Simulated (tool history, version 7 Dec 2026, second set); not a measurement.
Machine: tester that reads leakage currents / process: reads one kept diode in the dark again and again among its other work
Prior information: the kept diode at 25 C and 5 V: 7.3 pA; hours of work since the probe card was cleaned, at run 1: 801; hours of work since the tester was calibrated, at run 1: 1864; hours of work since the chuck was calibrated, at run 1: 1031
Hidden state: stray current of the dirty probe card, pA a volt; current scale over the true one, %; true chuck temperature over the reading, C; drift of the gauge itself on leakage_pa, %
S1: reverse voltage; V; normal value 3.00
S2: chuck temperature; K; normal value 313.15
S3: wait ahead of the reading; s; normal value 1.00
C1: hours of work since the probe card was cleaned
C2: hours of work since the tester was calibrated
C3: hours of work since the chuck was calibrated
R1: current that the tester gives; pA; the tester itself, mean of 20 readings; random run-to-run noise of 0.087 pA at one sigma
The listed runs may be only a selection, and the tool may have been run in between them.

{"run": 1, "day": 0.0, "S1": 3.0, "S2": 313.15, "S3": 1.0, "C1": 801, "C2": 1864, "C3": 1031, "R1": 28.19}
{"run": 2, "day": 6.054, "S1": 3.0, "S2": 313.15, "S3": 1.0, "C1": 914, "C2": 1977, "C3": 1144, "R1": 28.91}
{"run": 3, "day": 12.067, "S1": 3.0, "S2": 313.15, "S3": 1.0, "C1": 1026, "C2": 2089, "C3": 1256, "R1": 29.38}
{"day": 14.546, "done": "probe card cleaned and baked"}
{"run": 4, "day": 17.904, "S1": 3.0, "S2": 313.15, "S3": 1.0, "C1": 63, "C2": 2196, "C3": 1362, "R1": 23.2}
{"run": 5, "day": 23.458, "S1": 3.0, "S2": 313.15, "S3": 2.03, "C1": 166, "C2": 2299, "C3": 1466, "R1": 23.47}
{"day": 27.129, "done": "tester calibrated"}
{"day": 29.279, "done": "chuck's temperature calibrated"}
{"run": 6, "day": 29.908, "S1": 5.42, "S2": 313.15, "S3": 2.03, "C1": 283, "C2": 50, "C3": 12, "R1": 29.1}
{"run": 7, "day": 34.162, "S1": 3.0, "S2": 313.15, "S3": 1.0, "C1": 362, "C2": 129, "C3": 91, "R1": 23.39}
{"run": 8, "day": 41.892, "S1": 3.0, "S2": 313.15, "S3": 1.0, "C1": 506, "C2": 273, "C3": 235, "R1": 24.01}
{"run": 9, "day": 48.592, "S1": 3.0, "S2": 313.15, "S3": 1.0, "C1": 631, "C2": 398, "C3": 360, "R1": 24.75}
{"run": 10, "day": 53.912, "S1": 3.0, "S2": 313.15, "S3": 1.0, "C1": 730, "C2": 497, "C3": 459, "R1": 25.35}
{"run": 11, "day": 59.892, "S1": 3.0, "S2": 313.15, "S3": 1.0, "C1": 842, "C2": 609, "C3": 570, "R1": 25.97}
{"run": 12, "day": 64.05, "S1": 3.0, "S2": 313.15, "S3": 1.0, "C1": 919, "C2": 686, "C3": 648, "R1": 26.52}
{"run": 13, "day": 68.662, "S1": 3.0, "S2": 313.15, "S3": 1.0, "C1": 1005, "C2": 772, "C3": 734, "R1": 26.83}
{"day": 72.079, "done": "probe card cleaned and baked"}
{"run": 14, "day": 74.208, "S1": 3.0, "S2": 313.15, "S3": 1.0, "C1": 40, "C2": 873, "C3": 835, "R1": 20.83}
{"day": 77.625, "done": "chuck's temperature calibrated, once more"}
{"run": 15, "day": 78.529, "S1": 3.0, "S2": 313.15, "S3": 9.31, "C1": 119, "C2": 952, "C3": 17, "R1": 24.07}
{"run": 16, "day": 82.867, "S1": 3.0, "S2": 313.15, "S3": 9.31, "C1": 199, "C2": 1033, "C3": 98, "R1": 24.34}
{"run": 17, "day": 90.071, "S1": 3.0, "S2": 313.15, "S3": 9.31, "C1": 334, "C2": 1167, "C3": 232, "R1": 25.06}
{"run": 18, "day": 93.5, "S1": 3.0, "S2": 313.15, "S3": 9.31, "C1": 398, "C2": 1231, "C3": 296, "R1": 25.54}
{"run": 19, "day": 97.262, "S1": 1.07, "S2": 313.15, "S3": 1.0, "C1": 468, "C2": 1301, "C3": 366, "R1": 16.91}
{"run": 20, "day": 102.1, "S1": 1.07, "S2": 313.15, "S3": 1.0, "C1": 558, "C2": 1391, "C3": 456, "R1": 16.98}
{"run": 21, "day": 108.717, "S1": 12.39, "S2": 316.15, "S3": 1.0, "C1": 681, "C2": 1515, "C3": 579, "R1": 71.02}
{"run": 22, "day": 114.2, "S1": 1.31, "S2": 313.15, "S3": 1.0, "C1": 783, "C2": 1617, "C3": 681, "R1": 19.11}
{"run": 23, "day": 120.625, "S1": 3.04, "S2": 305.15, "S3": 0.52, "C1": 903, "C2": 1736, "C3": 801, "R1": 19.03}
{"run": 24, "day": 124.871, "S1": 3.04, "S2": 313.15, "S3": 2.76, "C1": 982, "C2": 1816, "C3": 880, "R1": 29.08}
{"run": 25, "day": 128.358, "S1": 17.35, "S2": 293.15, "S3": 1.0, "C1": 1047, "C2": 1881, "C3": 945, "R1": 51.96}
{"day": 129.517, "done": "probe card cleaned and baked"}
{"run": 26, "day": 135.475, "S1": 17.35, "S2": 293.15, "S3": 1.0, "C1": 111, "C2": 2011, "C3": 1075, "R1": 17.3}
{"run": 27, "day": 139.754, "S1": 17.35, "S2": 294.15, "S3": 0.65, "C1": 191, "C2": 2090, "C3": 1155, "R1": 24.19}
{"run": 28, "day": 145.771, "S1": 1.21, "S2": 306.15, "S3": 0.38, "C1": 303, "C2": 2203, "C3": 1267, "R1": 10.41}
{"run": 29, "day": 150.575, "S1": 5.12, "S2": 317.15, "S3": 0.46, "C1": 392, "C2": 2292, "C3": 1357, "R1": 45.21}
{"day": 154.779, "done": "tester calibrated"}
{"run": 30, "day": 156.558, "S1": 2.28, "S2": 303.15, "S3": 0.35, "C1": 502, "C2": 33, "C3": 1467, "R1": 12.58}
{"run": 31, "day": 159.821, "S1": 5.3, "S2": 313.15, "S3": 1.0, "C1": 563, "C2": 94, "C3": 1527, "R1": 34.19}
{"day": 162.396, "done": "chuck's temperature calibrated"}
{"run": 32, "day": 167.388, "S1": 4.45, "S2": 313.15, "S3": 8.89, "C1": 702, "C2": 233, "C3": 93, "R1": 33.25}
{"run": 33, "day": 175.425, "S1": 1.24, "S2": 316.15, "S3": 0.33, "C1": 852, "C2": 383, "C3": 243, "R1": 24.52}
{"run": 34, "day": 181.521, "S1": 2.93, "S2": 303.15, "S3": 0.37, "C1": 966, "C2": 497, "C3": 356, "R1": 17.98}
{"day": 187.338, "done": "probe card cleaned and baked"}
{"run": 35, "day": 187.692, "S1": 2.93, "S2": 303.15, "S3": 0.37, "C1": 7, "C2": 609, "C3": 469, "R1": 11.84}
{"run": 36, "day": 192.404, "S1": 2.93, "S2": 303.15, "S3": 0.37, "C1": 94, "C2": 697, "C3": 557, "R1": 12.42}
{"run": 37, "day": 199.046, "S1": 13.3, "S2": 301.15, "S3": 2.52, "C1": 218, "C2": 821, "C3": 680, "R1": 21.13}
{"run": 38, "day": 206.229, "S1": 3.0, "S2": 311.15, "S3": 1.22, "C1": 352, "C2": 955, "C3": 814, "R1": 21.61}
{"run": 39, "day": 213.754, "S1": 2.22, "S2": 299.15, "S3": 1.22, "C1": 492, "C2": 1095, "C3": 954, "R1": 8.54}

Branching from run 39: 3 alternative next runs. What would each branch give?
{"run": "A", "day": 219.429, "S1": 8.31, "S2": 299.15, "S3": 1.22, "C1": 598, "C2": 1201, "C3": 1060, "R1": "?"}
{"run": "B", "day": 219.429, "S1": 1.77, "S2": 303.15, "S3": 3.44, "C1": 598, "C2": 1201, "C3": 1060, "R1": "?"}
{"run": "C", "day": 219.429, "S1": 1.49, "S2": 293.15, "S3": 0.4, "C1": 598, "C2": 1201, "C3": 1060, "R1": "?"}

run=A R1=22.04
run=B R1=9.89
run=C R1=5.97
Had the tool no hidden state, the same runs would have come out as:
run=A R1=12.09
run=B R1=8.01
run=C R1=4.23

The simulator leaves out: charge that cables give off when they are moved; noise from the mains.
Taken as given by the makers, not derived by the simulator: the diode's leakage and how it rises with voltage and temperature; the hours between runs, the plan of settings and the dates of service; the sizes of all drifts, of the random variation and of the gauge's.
